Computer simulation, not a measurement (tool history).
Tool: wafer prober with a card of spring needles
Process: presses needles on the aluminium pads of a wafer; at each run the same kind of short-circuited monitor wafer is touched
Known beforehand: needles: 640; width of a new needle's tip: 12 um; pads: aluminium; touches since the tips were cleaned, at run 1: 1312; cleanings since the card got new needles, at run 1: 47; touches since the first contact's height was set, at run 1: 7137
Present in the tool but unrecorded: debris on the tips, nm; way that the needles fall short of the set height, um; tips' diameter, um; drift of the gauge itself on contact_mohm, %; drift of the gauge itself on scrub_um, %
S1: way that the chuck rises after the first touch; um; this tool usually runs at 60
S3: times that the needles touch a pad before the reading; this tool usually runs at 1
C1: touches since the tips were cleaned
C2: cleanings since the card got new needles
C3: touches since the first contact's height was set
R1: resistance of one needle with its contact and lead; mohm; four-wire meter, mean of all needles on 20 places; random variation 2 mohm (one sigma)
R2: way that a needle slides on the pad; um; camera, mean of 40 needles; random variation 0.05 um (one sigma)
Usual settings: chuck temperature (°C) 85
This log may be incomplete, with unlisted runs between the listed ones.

{"run": 1, "hour": 0.0, "S1": 60, "chuck temperature (°C)": 85, "S3": 1, "C1": 1312, "C2": 47, "C3": 7137, "R1": 220, "R2": 9.9}
{"hour": 4.8, "done": "tips cleaned on abrasive film"}
{"hour": 14.3, "done": "tips cleaned on abrasive film"}
{"run": 2, "hour": 22.9, "S1": 60, "chuck temperature (°C)": 85, "S3": 2, "C1": 1931, "C2": 49, "C3": 12243, "R1": 222, "R2": 9.92}
{"hour": 25.4, "done": "tips cleaned on abrasive film"}
{"hour": 37.2, "done": "tips cleaned on abrasive film"}
{"hour": 49.1, "done": "tips cleaned on abrasive film"}
{"run": 3, "hour": 52.2, "S1": 62, "chuck temperature (°C)": 85, "S3": 2, "C1": 693, "C2": 52, "C3": 18745, "R1": 220, "R2": 10.3}
{"hour": 59.3, "done": "tips cleaned on abrasive film"}
{"hour": 71.1, "done": "tips cleaned on abrasive film"}
{"hour": 82.9, "done": "tips cleaned on abrasive film"}
{"run": 4, "hour": 89.4, "S1": 62, "chuck temperature (°C)": 85, "S3": 2, "C1": 1447, "C2": 55, "C3": 27034, "R1": 220, "R2": 10.26}
{"hour": 94.1, "done": "tips cleaned on abrasive film"}
{"hour": 105.8, "done": "tips cleaned on abrasive film"}
{"hour": 117.7, "done": "tips cleaned on abrasive film"}
{"hour": 129.4, "done": "tips cleaned on abrasive film"}
{"hour": 138.9, "done": "tips cleaned on abrasive film"}
{"run": 5, "hour": 143.6, "S1": 62, "chuck temperature (°C)": 85, "S3": 2, "C1": 1057, "C2": 60, "C3": 39106, "R1": 220, "R2": 10.2}
{"hour": 150.8, "done": "tips cleaned on abrasive film"}
{"hour": 160.3, "done": "tips cleaned on abrasive film"}
{"hour": 169.9, "done": "tips cleaned on abrasive film"}
{"hour": 181.8, "done": "tips cleaned on abrasive film"}
{"run": 6, "hour": 186.0, "S1": 60, "chuck temperature (°C)": 85, "S3": 1, "C1": 950, "C2": 64, "C3": 48527, "R1": 219, "R2": 9.97}
{"hour": 193.0, "done": "tips cleaned on abrasive film"}
{"hour": 202.6, "done": "tips cleaned on abrasive film"}
{"hour": 212.1, "done": "tips cleaned on abrasive film"}
{"hour": 224.0, "done": "tips cleaned on abrasive film"}
{"run": 7, "hour": 224.2, "S1": 60, "chuck temperature (°C)": 85, "S3": 1, "C1": 56, "C2": 68, "C3": 57023, "R1": 217, "R2": 9.93}
{"hour": 233.5, "done": "tips cleaned on abrasive film"}
{"hour": 243.1, "done": "tips cleaned on abrasive film"}
{"hour": 254.9, "done": "tips cleaned on abrasive film"}
{"hour": 266.7, "done": "tips cleaned on abrasive film"}
{"run": 8, "hour": 271.4, "S1": 60, "chuck temperature (°C)": 85, "S3": 1, "C1": 1056, "C2": 72, "C3": 67536, "R1": 217, "R2": 9.88}
{"hour": 278.6, "done": "tips cleaned on abrasive film"}
{"hour": 288.1, "done": "tips cleaned on abrasive film"}
{"hour": 297.7, "done": "tips cleaned on abrasive film"}
{"hour": 308.4, "done": "tips cleaned on abrasive film"}
{"run": 9, "hour": 308.4, "S1": 60, "chuck temperature (°C)": 85, "S3": 1, "C1": 0, "C2": 76, "C3": 75752, "R1": 220, "R2": 9.86}
{"hour": 320.3, "done": "tips cleaned on abrasive film"}
{"hour": 329.8, "done": "tips cleaned on abrasive film"}
{"run": 10, "hour": 336.3, "S1": 60, "chuck temperature (°C)": 85, "S3": 1, "C1": 1464, "C2": 78, "C3": 81980, "R1": 217, "R2": 9.94}
{"hour": 341.1, "done": "tips cleaned on abrasive film"}
{"hour": 353.0, "done": "tips cleaned on abrasive film"}
{"hour": 362.5, "done": "tips cleaned on abrasive film"}
{"hour": 374.4, "done": "tips cleaned on abrasive film"}
{"run": 11, "hour": 377.6, "S1": 60, "chuck temperature (°C)": 85, "S3": 1, "C1": 722, "C2": 82, "C3": 91159, "R1": 219, "R2": 9.91}
{"hour": 384.8, "done": "tips cleaned on abrasive film"}
{"hour": 396.7, "done": "tips cleaned on abrasive film"}
{"hour": 408.6, "done": "tips cleaned on abrasive film"}
{"hour": 420.4, "done": "tips cleaned on abrasive film"}
{"run": 12, "hour": 426.2, "S1": 60, "chuck temperature (°C)": 85, "S3": 1, "C1": 1299, "C2": 86, "C3": 101973, "R1": 219, "R2": 9.94}
{"hour": 430.9, "done": "tips cleaned on abrasive film"}
{"hour": 440.4, "done": "tips cleaned on abrasive film"}
{"hour": 443.0, "done": "height of the first contact set anew"}
{"hour": 452.6, "done": "tips cleaned on abrasive film"}
{"hour": 464.5, "done": "tips cleaned on abrasive film"}
{"run": 13, "hour": 470.6, "S1": 60, "chuck temperature (°C)": 85, "S3": 1, "C1": 1379, "C2": 90, "C3": 6145, "R1": 217, "R2": 9.94}
{"hour": 475.4, "done": "tips cleaned on abrasive film"}
{"hour": 484.9, "done": "tips cleaned on abrasive film"}
{"hour": 494.5, "done": "tips cleaned on abrasive film"}
{"run": 14, "hour": 501.8, "S1": 60, "chuck temperature (°C)": 85, "S3": 1, "C1": 1655, "C2": 93, "C3": 13094, "R1": 217, "R2": 9.95}
{"hour": 504.3, "done": "tips cleaned on abrasive film"}
{"hour": 513.8, "done": "tips cleaned on abrasive film"}
{"hour": 523.4, "done": "tips cleaned on abrasive film"}
{"run": 15, "hour": 530.7, "S1": 60, "chuck temperature (°C)": 43, "S3": 2, "C1": 1657, "C2": 96, "C3": 19515, "R1": 210, "R2": 9.92}
{"hour": 533.2, "done": "tips cleaned on abrasive film"}
{"hour": 545.1, "done": "tips cleaned on abrasive film"}
{"hour": 556.9, "done": "tips cleaned on abrasive film"}
{"hour": 566.5, "done": "tips cleaned on abrasive film"}
{"hour": 576.7, "done": "tips cleaned on abrasive film"}
{"run": 16, "hour": 576.7, "S1": 61, "chuck temperature (°C)": 27, "S3": 1, "C1": 0, "C2": 101, "C3": 29731, "R1": 207, "R2": 10.12}

Run 17 is up next; what results do you expect?
{"hour": 588.6, "done": "tips cleaned on abrasive film"}
{"hour": 600.3, "done": "tips cleaned on abrasive film"}
{"hour": 609.9, "done": "tips cleaned on abrasive film"}
{"run": 17, "hour": 614.5, "S1": 61, "chuck temperature (°C)": 27, "S3": 1, "C1": 1032, "C2": 104, "C3": 38137, "R1": "?", "R2": "?"}

R1: 203 mohm
R2: 10.09 um
On a tool with no hidden condition, and with the same random variation, this run would have come out at R1 203 mohm, R2 10.09 um.
